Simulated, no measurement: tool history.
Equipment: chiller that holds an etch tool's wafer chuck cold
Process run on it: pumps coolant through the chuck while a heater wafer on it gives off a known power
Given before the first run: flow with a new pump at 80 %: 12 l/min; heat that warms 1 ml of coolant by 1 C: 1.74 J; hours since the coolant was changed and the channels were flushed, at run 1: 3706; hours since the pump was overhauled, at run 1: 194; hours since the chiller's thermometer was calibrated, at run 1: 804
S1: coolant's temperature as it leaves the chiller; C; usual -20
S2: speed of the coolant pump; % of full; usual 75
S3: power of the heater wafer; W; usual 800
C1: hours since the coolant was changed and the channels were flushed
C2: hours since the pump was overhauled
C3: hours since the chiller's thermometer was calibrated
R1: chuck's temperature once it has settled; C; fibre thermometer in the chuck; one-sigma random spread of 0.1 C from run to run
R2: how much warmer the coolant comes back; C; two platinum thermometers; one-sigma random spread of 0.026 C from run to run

run 1 hour=0.0 | S1=-20 S2=75 S3=800 | C1=3706 C2=194 C3=804 | R1=-11.8 R2=2.50
run 2 hour=35.2 | S1=-20 S2=75 S3=800 | C1=3742 C2=229 C3=840 | R1=-11.9 R2=2.46
run 3 hour=77.0 | S1=-20 S2=75 S3=800 | C1=3783 C2=271 C3=881 | R1=-11.9 R2=2.49
run 4 hour=130.6 | S1=-18 S2=75 S3=800 | C1=3837 C2=324 C3=935 | R1=-9.7 R2=2.49
run 5 hour=191.7 | S1=-20 S2=75 S3=800 | C1=3898 C2=385 C3=996 | R1=-12.0 R2=2.46
run 6 hour=253.8 | S1=-20 S2=75 S3=800 | C1=3960 C2=447 C3=1058 | R1=-11.7 R2=2.46
run 7 hour=315.8 | S1=-20 S2=75 S3=800 | C1=4022 C2=509 C3=1120 | R1=-11.8 R2=2.48
run 8 hour=356.7 | S1=-20 S2=75 S3=721 | C1=4063 C2=550 C3=1161 | R1=-12.6 R2=2.26
run 9 hour=385.5 | S1=-20 S2=92 S3=800 | C1=4092 C2=579 C3=1190 | R1=-13.3 R2=1.97
run 10 hour=431.9 | S1=-20 S2=92 S3=800 | C1=4138 C2=625 C3=1236 | R1=-13.3 R2=2.01
run 11 hour=470.3 | S1=-20 S2=92 S3=800 | C1=4177 C2=664 C3=1275 | R1=-13.3 R2=2.00
run 12 hour=497.7 | S1=-30 S2=75 S3=800 | C1=4204 C2=691 C3=1302 | R1=-21.7 R2=2.55
run 13 hour=557.9 | S1=-30 S2=75 S3=800 | C1=4264 C2=751 C3=1362 | R1=-21.7 R2=2.51
run 14 hour=600.4 | S1=-30 S2=75 S3=800 | C1=4307 C2=794 C3=1405 | R1=-21.6 R2=2.52
run 15 hour=641.8 | S1=-30 S2=75 S3=800 | C1=4348 C2=835 C3=1446 | R1=-21.7 R2=2.53
run 16 hour=667.3 | S1=-30 S2=75 S3=800 | C1=4374 C2=861 C3=1472 | R1=-21.8 R2=2.52
run 17 hour=727.0 | S1=-21 S2=94 S3=800 | C1=4433 C2=921 C3=1531 | R1=-14.2 R2=1.90
run 18 hour=787.6 | S1=-19 S2=75 S3=621 | C1=4494 C2=981 C3=1592 | R1=-12.6 R2=1.94
run 19 hour=834.5 | S1=-19 S2=75 S3=621 | C1=4541 C2=1028 C3=1639 | R1=-12.5 R2=1.93
run 20 hour=891.0 | S1=-14 S2=75 S3=824 | C1=4597 C2=1085 C3=1695 | R1=-5.4 R2=2.61
run 21 hour=947.2 | S1=-20 S2=81 S3=865 | C1=4653 C2=1141 C3=1752 | R1=-11.6 R2=2.50
run 22 hour=1008.8 | S1=-20 S2=81 S3=865 | C1=4715 C2=1202 C3=1813 | R1=-11.5 R2=2.51
run 23 hour=1046.5 | S1=-30 S2=75 S3=464 | C1=4753 C2=1240 C3=1851 | R1=-25.2 R2=1.51
run 24 hour=1079.8 | S1=-11 S2=75 S3=1165 | C1=4786 C2=1273 C3=1884 | R1=1.3 R2=3.69
run 25 hour=1113.8 | S1=-19 S2=60 S3=969 | C1=4820 C2=1307 C3=1918 | R1=-6.2 R2=3.94
run 26 hour=1160.3 | S1=-27 S2=67 S3=638 | C1=4867 C2=1354 C3=1965 | R1=-19.5 R2=2.24
run 27 hour=1209.5 | S1=-27 S2=67 S3=638 | C1=4916 C2=1403 C3=2014 | R1=-19.6 R2=2.25
run 28 hour=1264.0 | S1=-17 S2=83 S3=1078 | C1=4970 C2=1458 C3=2068 | R1=-6.8 R2=3.01
run 29 hour=1317.8 | S1=-18 S2=71 S3=800 | C1=5024 C2=1511 C3=2122 | R1=-9.0 R2=2.70
run 30 hour=1350.6 | S1=-20 S2=82 S3=499 | C1=5057 C2=1544 C3=2155 | R1=-15.3 R2=1.45
run 31 hour=1409.2 | S1=-15 S2=75 S3=781 | C1=5116 C2=1603 C3=2214 | R1=-6.6 R2=2.46

Predict each of these 5 candidate next runs independently; none follows another, all start after run 31:
run A hour=1460.2 | S1=-14 S2=75 S3=700 | C1=5167 C2=1654 C3=2265 | R1=? R2=?
run B hour=1460.2 | S1=-18 S2=68 S3=418 | C1=5167 C2=1654 C3=2265 | R1=? R2=?
run C hour=1460.2 | S1=-20 S2=94 S3=488 | C1=5167 C2=1654 C3=2265 | R1=? R2=?
run D hour=1460.2 | S1=-21 S2=93 S3=800 | C1=5167 C2=1654 C3=2265 | R1=? R2=?
run E hour=1460.2 | S1=-11 S2=98 S3=740 | C1=5167 C2=1654 C3=2265 | R1=? R2=?

run=A R1=-6.5 R2=2.21
run=B R1=-13.2 R2=1.50
run=C R1=-15.5 R2=1.17
run=D R1=-14.0 R2=2.04
run=E R1=-4.7 R2=1.74
Without the tool's unlogged condition, the same runs would have read:
run=A R1=-7.7 R2=2.15
run=B R1=-14.0 R2=1.46
run=C R1=-16.2 R2=1.14
run=D R1=-15.1 R2=1.98
run=E R1=-5.7 R2=1.69
